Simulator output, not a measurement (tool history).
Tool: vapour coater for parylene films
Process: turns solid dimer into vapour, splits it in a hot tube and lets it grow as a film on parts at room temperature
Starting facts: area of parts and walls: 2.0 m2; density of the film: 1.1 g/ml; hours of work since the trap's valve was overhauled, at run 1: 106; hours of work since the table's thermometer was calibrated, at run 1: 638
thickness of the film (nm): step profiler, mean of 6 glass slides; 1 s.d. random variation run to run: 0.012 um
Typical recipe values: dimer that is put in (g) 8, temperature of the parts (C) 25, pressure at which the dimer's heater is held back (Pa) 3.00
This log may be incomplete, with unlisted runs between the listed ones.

run,day,dimer that is put in (g),temperature of the parts (C),pressure at which the dimer's heater is held back (Pa),hours of work since the trap's valve was overhauled,hours of work since the table's thermometer was calibrated,thickness of the film (nm)
1,0.000,8,25,3.00,106,638,2300
2,0.979,8,25,3.00,122,654,2320
3,2.221,13,25,3.00,142,674,3740
4,3.154,13,25,3.00,157,689,3720
5,4.192,13,25,3.00,174,706,3700
6,4.812,13,25,3.00,184,716,3700
7,6.171,13,25,3.00,206,738,3710
8,7.000,13,25,3.00,219,751,3670
9,7.892,8,27,3.00,234,765,2100
10,9.192,8,25,3.00,255,786,2240
11,9.892,8,25,3.00,266,798,2240
12,11.088,8,25,3.00,285,817,2240
13,11.746,8,25,3.00,296,828,2240
14,12.450,8,25,3.00,307,839,2240
15,13.546,13,34,3.00,325,857,2670
16,14.588,13,34,3.00,342,874,2640
17,15.404,13,34,2.01,355,887,2700
18,16.700,13,34,2.01,376,908,2710
19,17.371,10,30,5.18,387,918,2270
20,18.188,13,31,2.99,400,932,2930
21,19.000,13,31,2.99,413,945,2940
22,19.900,7,22,2.58,427,959,2120
23,20.688,6,25,3.00,440,972,1640
24,21.750,8,25,7.20,457,989,2060
25,22.900,6,25,7.20,476,1008,1540
26,23.683,10,18,3.49,489,1020,3400
27,24.746,10,34,4.88,506,1037,1930

Each row is a separate what-if for the run after 27, all from the same tool condition, not one after another. Results?
A,25.375,3,32,2.26,516,1048,?
B,25.375,12,35,7.14,516,1048,?
C,25.375,12,26,2.27,516,1048,?

run,thickness of the film (nm)
A,630
B,2180
C,3160
With no hidden state in the tool, these same runs would have given:
run,thickness of the film (nm)
A,680
B,2340
C,3390

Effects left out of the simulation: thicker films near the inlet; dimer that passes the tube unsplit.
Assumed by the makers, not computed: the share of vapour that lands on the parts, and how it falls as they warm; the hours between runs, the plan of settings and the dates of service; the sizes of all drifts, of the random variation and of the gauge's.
